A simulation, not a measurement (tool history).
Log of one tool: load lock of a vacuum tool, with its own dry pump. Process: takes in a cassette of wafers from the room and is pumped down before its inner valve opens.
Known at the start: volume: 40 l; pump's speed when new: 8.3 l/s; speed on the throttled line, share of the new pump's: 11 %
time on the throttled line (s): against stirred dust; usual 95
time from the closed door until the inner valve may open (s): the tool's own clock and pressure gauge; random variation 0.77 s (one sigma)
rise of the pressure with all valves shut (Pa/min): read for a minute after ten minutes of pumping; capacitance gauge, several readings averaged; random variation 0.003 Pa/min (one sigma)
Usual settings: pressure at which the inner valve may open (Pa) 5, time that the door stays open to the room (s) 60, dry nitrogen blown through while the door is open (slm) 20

run    hour  time on the throttled line (s)  pressure at which the inner valve may open (Pa)  time that the door stays open to the room (s)  dry nitrogen blown through while the door is open (slm)  incoming humidity of the room's air, %  time from the closed door until the inner valve may open (s)  rise of the pressure with all valves shut (Pa/min)
  1       0                              95                                                5                                             60                                                       20                                    45.5                                                         135.7                                               0.079
  2   297.7                              95                                                5                                             60                                                       20                                    39.9                                                         136.7                                               0.082
  3   559.2                              95                                                5                                             60                                                       20                                    46.5                                                         136.8                                               0.102
  4   744.1                              95                                                5                                             60                                                       20                                    42.6                                                         136.5                                               0.105
  5     894                              95                                                5                                             60                                                       20                                    47.6                                                         136.3                                               0.117
  6  1084.3                              95                                                5                                             60                                                       20                                    47.6                                                         136.7                                               0.124
  7  1395.4                              95                                                5                                             60                                                       20                                    46.7                                                           136                                               0.129
  8  1594.5                              95                                                5                                             60                                                       14                                    46.1                                                         138.3                                               0.143
  9  1879.6                              95                                                5                                             60                                                       14                                      48                                                         136.8                                               0.149
 10  2214.1                              95                                                5                                             60                                                       14                                    47.6                                                         137.1                                               0.172
 11  2429.9                              95                                                4                                             60                                                       14                                    49.7                                                         137.6                                               0.185
     2583.1  -- door's seal changed, seat wiped
 12  2669.5                              95                                                4                                             60                                                        8                                    42.4                                                         138.6                                               0.024
 13  2924.1                              95                                                5                                             60                                                       11                                    46.4                                                           138                                               0.027
 14  3187.2                              95                                                6                                             60                                                       11                                    46.5                                                         134.9                                               0.029
 15  3465.4                             146                                                6                                             60                                                       11                                    43.6                                                         179.8                                               0.027
 16  3640.8                             174                                                6                                             60                                                       11                                    44.9                                                         204.3                                               0.038
 17    3896                             174                                                6                                             60                                                       11                                    43.5                                                         204.4                                               0.038
 18  4057.4                             174                                                6                                             60                                                       11                                    44.9                                                         204.6                                               0.045
 19  4383.4                             174                                                6                                             60                                                       11                                    45.7                                                         207.2                                               0.052
 20  4676.4                              95                                                5                                             45                                                       20                                    46.2                                                         137.4                                               0.049
 21  4833.5                              95                                                5                                             45                                                       20                                      46                                                         136.9                                               0.053
 22  5008.5                              95                                                5                                             45                                                       20                                    49.2                                                         137.3                                               0.061
 23  5292.4                              95                                                6                                            124                                                       20                                    45.1                                                         137.4                                               0.073
 24  5480.6                              95                                                7                                             60                                                       19                                    47.1                                                           135                                               0.073
 25  5743.1                              65                                                7                                             50                                                       22                                    46.5                                                         110.7                                               0.076
 26  6060.3                              52                                                5                                             60                                                       20                                    44.8                                                         101.2                                               0.093
 27    6256                              91                                                8                                            167                                                        6                                    45.6                                                         131.3                                               0.128
 28  6447.4                             136                                                8                                            167                                                        6                                    44.7                                                         173.2                                               0.132
 29  6587.4                             136                                                8                                            167                                                        6                                    47.8                                                         172.5                                                0.14
 30  6825.7                              94                                                7                                            158                                                        6                                    43.4                                                         136.2                                               0.149
 31  6983.2                             107                                                6                                             37                                                       12                                    43.9                                                         148.5                                               0.123
 32  7292.4                             107                                                6                                             37                                                       12                                    46.2                                                         148.7                                               0.134
 33  7510.7                              60                                                5                                             42                                                        5                                      48                                                         108.8                                               0.151
 34    7754                              73                                                5                                             60                                                       20                                    44.7                                                         120.1                                               0.149
 35  8050.1                              95                                                5                                            226                                                       10                                    43.5                                                         139.1                                               0.182
 36  8188.3                              95                                                5                                            145                                                       20                                    44.1                                                         138.5                                               0.177

The same runs without the tool's hidden state, with the same run-to-run variation:
The hidden state here: pump's speed, % of a new pump's; leak at the door's seal, Pa l/s; drift of the gauge itself on ready_s, %; drift of the gauge itself on rise_pa_min, %.
run  time from the closed door until the inner valve may open (s)  rise of the pressure with all valves shut (Pa/min)
  1                                                         132.7                                               0.015
  2                                                         133.6                                               0.009
  3                                                         133.6                                               0.018
  4                                                         133.2                                               0.012
  5                                                         132.9                                                0.02
  6                                                         133.4                                                0.02
  7                                                         132.5                                               0.013
  8                                                         134.6                                               0.019
  9                                                         133.1                                               0.015
 10                                                         133.3                                                0.02
 11                                                         133.6                                               0.019
 12                                                         134.4                                               0.022
 13                                                         133.8                                               0.023
 14                                                         130.9                                               0.022
 15                                                         176.1                                               0.016
 16                                                         201.1                                               0.024
 17                                                         201.1                                                0.02
 18                                                         201.1                                               0.024
 19                                                         203.5                                               0.023
 20                                                         132.5                                               0.014
 21                                                         131.9                                               0.015
 22                                                         132.3                                               0.017
 23                                                         132.3                                               0.023
 24                                                           130                                               0.017
 25                                                         105.1                                               0.016
 26                                                          94.9                                               0.023
 27                                                         126.1                                                0.05
 28                                                         168.4                                               0.049
 29                                                         167.7                                               0.053
 30                                                         130.5                                               0.054
 31                                                           143                                                0.02
 32                                                         142.9                                               0.022
 33                                                         101.9                                               0.028
 34                                                         113.4                                               0.016
 35                                                         132.6                                                0.04
 36                                                         131.9                                               0.027

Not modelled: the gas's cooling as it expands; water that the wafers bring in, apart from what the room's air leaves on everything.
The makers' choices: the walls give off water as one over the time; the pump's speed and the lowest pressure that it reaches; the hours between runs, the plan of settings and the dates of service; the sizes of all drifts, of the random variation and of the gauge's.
